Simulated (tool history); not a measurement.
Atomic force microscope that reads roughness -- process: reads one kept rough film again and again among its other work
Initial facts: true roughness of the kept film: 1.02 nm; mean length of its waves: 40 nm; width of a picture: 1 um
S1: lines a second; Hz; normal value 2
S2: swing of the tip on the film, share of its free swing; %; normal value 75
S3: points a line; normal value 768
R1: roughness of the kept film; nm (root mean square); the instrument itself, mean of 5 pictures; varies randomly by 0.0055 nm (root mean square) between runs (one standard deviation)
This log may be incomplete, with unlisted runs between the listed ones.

Run 1, hour 0: usual settings. Result: R1 0.933 nm (root mean square).
Run 2, hour 10: usual settings. Result: R1 0.937 nm (root mean square).
Run 3, hour 16.2: usual settings. Result: R1 0.926 nm (root mean square).
Run 4, hour 28.5: usual settings but S3 585. Result: R1 0.932 nm (root mean square).
Run 5, hour 37.8: usual settings but S2 73 %, S3 585. Result: R1 0.923 nm (root mean square).
Run 6, hour 48.9: usual settings. Result: R1 0.914 nm (root mean square).
Run 7, hour 55.1: usual settings but S3 351. Result: R1 0.921 nm (root mean square).
Run 8, hour 67.3: usual settings but S3 351. Result: R1 0.913 nm (root mean square).
Run 9, hour 78.4: usual settings. Result: R1 0.925 nm (root mean square).
Run 10, hour 87.4: usual settings. Result: R1 0.924 nm (root mean square).
Run 11, hour 97.8: usual settings. Result: R1 0.923 nm (root mean square).
Run 12, hour 106.1: usual settings. Result: R1 0.92 nm (root mean square).
At hour 108.3: height scale calibrated on a step standard.
Run 13, hour 114.7: usual settings but S1 0.66 Hz, S2 79 %, S3 729. Result: R1 0.943 nm (root mean square).
Run 14, hour 128.6: usual settings but S1 0.71 Hz, S2 80 %, S3 271. Result: R1 0.929 nm (root mean square).
Run 15, hour 135.5: usual settings but S1 2.21 Hz, S2 87 %, S3 359. Result: R1 0.877 nm (root mean square).
Run 16, hour 146.7: usual settings but S1 2.21 Hz, S2 57 %, S3 469. Result: R1 0.938 nm (root mean square).
At hour 156.1: height scale calibrated on a step standard, once more.
Run 17, hour 158: usual settings but S1 2.21 Hz, S2 57 %, S3 469. Result: R1 0.944 nm (root mean square).
Run 18, hour 171.8: usual settings but S2 80 %, S3 621. Result: R1 0.9 nm (root mean square).
Run 19, hour 179.1: usual settings but S2 80 %, S3 621. Result: R1 0.893 nm (root mean square).
Run 20, hour 189.6: usual settings but S2 61 %, S3 665. Result: R1 0.932 nm (root mean square).
At hour 195.2: new tip fitted.
Run 21, hour 197.5: usual settings but S2 61 %, S3 665. Result: R1 0.978 nm (root mean square).

What if the next run were any one of these 4? Each begins from the tool's condition after run 21:
Run A, hour 206.6: usual settings but S1 1.42 Hz, S2 70 %, S3 546. Result: R1 ?.
Run B, hour 206.6: usual settings but S1 0.64 Hz, S2 64 %, S3 674. Result: R1 ?.
Run C, hour 206.6: usual settings but S1 3.38 Hz, S2 73 %, S3 431. Result: R1 ?.
Run D, hour 206.6: usual settings but S1 3.33 Hz, S2 77 %, S3 613. Result: R1 ?.

run     R1
  A  0.974
  B  0.988
  C  0.916
  D  0.896
Without the tool's unlogged condition, the same runs would have read:
run     R1
  A  0.977
  B   0.99
  C  0.918
  D  0.899
